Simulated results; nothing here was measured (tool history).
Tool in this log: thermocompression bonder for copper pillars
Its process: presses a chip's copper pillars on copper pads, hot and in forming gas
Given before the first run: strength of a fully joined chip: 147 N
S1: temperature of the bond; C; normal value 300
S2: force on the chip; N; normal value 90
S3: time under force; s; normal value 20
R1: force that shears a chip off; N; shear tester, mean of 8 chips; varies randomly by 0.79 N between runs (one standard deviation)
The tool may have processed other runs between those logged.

Run 1, hour 0.0: usual settings. Result: R1 61.1 N.
Run 2, hour 16.8: usual settings but S3 19 s. Result: R1 60.3 N.
At hour 35.4: heater calibrated with a thermocouple chip.
Run 3, hour 42.1: usual settings but S3 19 s. Result: R1 58.6 N.
Run 4, hour 72.5: usual settings but S3 19 s. Result: R1 59.0 N.
Run 5, hour 94.5: usual settings but S3 19 s. Result: R1 60.1 N.
Run 6, hour 124.3: usual settings but S3 19 s. Result: R1 59.3 N.
At hour 132.3: forming gas filter changed.
Run 7, hour 141.3: usual settings but S3 19 s. Result: R1 59.9 N.
Run 8, hour 158.3: usual settings but S3 19 s. Result: R1 60.1 N.
Run 9, hour 173.7: usual settings but S3 19 s. Result: R1 60.0 N.
Run 10, hour 199.0: usual settings but S3 24 s. Result: R1 66.0 N.
Run 11, hour 225.7: usual settings but S3 24 s. Result: R1 64.9 N.
Run 12, hour 246.8: usual settings but S3 24 s. Result: R1 66.6 N.
Run 13, hour 277.8: usual settings but S3 24 s. Result: R1 64.9 N.
Run 14, hour 300.6: usual settings but S3 24 s. Result: R1 63.9 N.
Run 15, hour 327.0: usual settings but S3 24 s. Result: R1 65.6 N.
Run 16, hour 358.2: usual settings but S3 24 s. Result: R1 66.8 N.
Run 17, hour 377.8: usual settings but S3 24 s. Result: R1 65.9 N.
Run 18, hour 409.8: usual settings. Result: R1 61.9 N.
At hour 436.8: forming gas filter changed.
Run 19, hour 446.0: usual settings. Result: R1 61.8 N.
Run 20, hour 461.6: usual settings. Result: R1 60.0 N.
Run 21, hour 493.5: usual settings. Result: R1 60.5 N.
Run 22, hour 530.9: usual settings but S3 11 s. Result: R1 48.2 N.
Run 23, hour 554.3: usual settings but S2 79 N. Result: R1 53.8 N.
Run 24, hour 579.9: usual settings but S2 79 N. Result: R1 55.2 N.
Run 25, hour 615.1: usual settings but S1 273 C, S3 16 s. Result: R1 43.6 N.
Run 26, hour 643.4: usual settings but S1 273 C, S3 16 s. Result: R1 43.2 N.
Run 27, hour 663.3: usual settings but S1 273 C, S3 16 s. Result: R1 42.4 N.
Run 28, hour 684.5: usual settings but S1 273 C, S3 16 s. Result: R1 42.4 N.
Run 29, hour 704.6: usual settings but S1 273 C, S3 16 s. Result: R1 42.7 N.
Run 30, hour 721.7: usual settings but S2 126 N. Result: R1 76.8 N.
At hour 742.7: forming gas filter changed.
Run 31, hour 746.3: usual settings but S1 304 C, S2 115 N, S3 54 s. Result: R1 100.5 N.
Run 32, hour 780.5: usual settings but S1 304 C, S2 115 N, S3 54 s. Result: R1 102.5 N.
Run 33, hour 806.7: usual settings but S1 304 C, S2 104 N, S3 54 s. Result: R1 96.8 N.
Run 34, hour 838.1: usual settings but S1 292 C, S2 67 N. Result: R1 44.4 N.
Run 35, hour 868.9: usual settings but S1 292 C, S2 104 N, S3 23 s. Result: R1 66.9 N.
Run 36, hour 905.3: usual settings but S1 280 C, S2 56 N, S3 11 s. Result: R1 26.1 N.

Run 37 comes next. What will it give?
Run 37, hour 929.7: usual settings but S2 117 N, S3 55 s. Result: R1 ?.

R1: 100.1 N
On a tool with no hidden condition, and with the same random variation, this run would have come out at R1 100.5 N.
